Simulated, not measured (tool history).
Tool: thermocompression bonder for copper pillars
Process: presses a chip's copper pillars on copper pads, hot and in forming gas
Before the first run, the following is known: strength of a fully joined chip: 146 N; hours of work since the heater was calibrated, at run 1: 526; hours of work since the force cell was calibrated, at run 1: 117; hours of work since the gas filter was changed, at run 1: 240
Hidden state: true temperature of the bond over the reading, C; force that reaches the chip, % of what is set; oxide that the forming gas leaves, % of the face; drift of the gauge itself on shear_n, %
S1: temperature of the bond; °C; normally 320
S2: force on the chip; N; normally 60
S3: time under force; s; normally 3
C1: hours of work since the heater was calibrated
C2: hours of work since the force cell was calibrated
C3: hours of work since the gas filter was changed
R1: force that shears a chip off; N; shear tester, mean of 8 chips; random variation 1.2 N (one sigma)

run,hour,S1,S2,S3,C1,C2,C3,R1
1,0,320,60,3,526,117,240,105.5
2,9.6,348,60,3,529,121,244,123.3
3,16.1,320,60,6,532,124,247,121.2
4,28.3,320,60,3,537,129,252,105.4
5,38.5,320,60,3,541,133,256,105.1
6,46.1,320,60,8,544,136,259,124.5
7,52.3,320,60,3,547,139,262,106
8,63.2,320,60,3,552,144,266,105.6
9,72,320,60,2,555,147,270,94.8
10,81.5,326,60,3,559,151,274,110.9
11,90.8,320,60,4,563,155,278,109.6
12,96,320,60,4,565,157,280,109.7
13,105.4,320,60,4,569,161,284,110.5
14,116.2,320,60,4,573,165,288,111.2
15,127.6,290,60,3,578,170,293,79.5
16,135.2,320,60,7,581,173,296,122.1
17,142,320,62,3,584,176,299,105
18,148.2,319,50,4,587,178,301,97.9
19,160.5,333,60,2,592,184,307,104
20,169.5,333,60,2,595,187,310,104.6
21,179.7,333,77,2,600,192,314,118.2
22,186.6,333,77,2,602,194,317,120.2
23,191.6,333,77,2,604,196,319,118.4
24,200.9,325,79,3,608,200,323,123.2
25,206.4,325,79,3,610,202,325,122.6
26,218.5,320,86,4,615,207,330,125.7
27,228.4,320,51,4,620,212,335,100.7
28,236.3,341,50,4,623,215,338,110.2
29,244.9,341,85,4,626,218,341,134.1
30,251.9,318,47,4,629,221,344,92.7
31,257.3,318,47,8,631,223,346,111.9
32,264,299,58,2,634,226,349,72.6
33,273.7,343,36,6,638,230,353,105.8
34,279.6,343,36,6,641,233,356,104.5

Each row is a separate what-if for the run after 34, all from the same tool condition, not one after another. Results?
A,285.7,343,36,5,643,235,358,?
B,285.7,320,49,2,643,235,358,?
C,285.7,343,36,2,643,235,358,?

run,R1
A,98.5
B,78.1
C,76.7
Stripped of hidden state, with their random variation kept, the same runs would have yielded:
run,R1
A,103.5
B,81.6
C,80.3

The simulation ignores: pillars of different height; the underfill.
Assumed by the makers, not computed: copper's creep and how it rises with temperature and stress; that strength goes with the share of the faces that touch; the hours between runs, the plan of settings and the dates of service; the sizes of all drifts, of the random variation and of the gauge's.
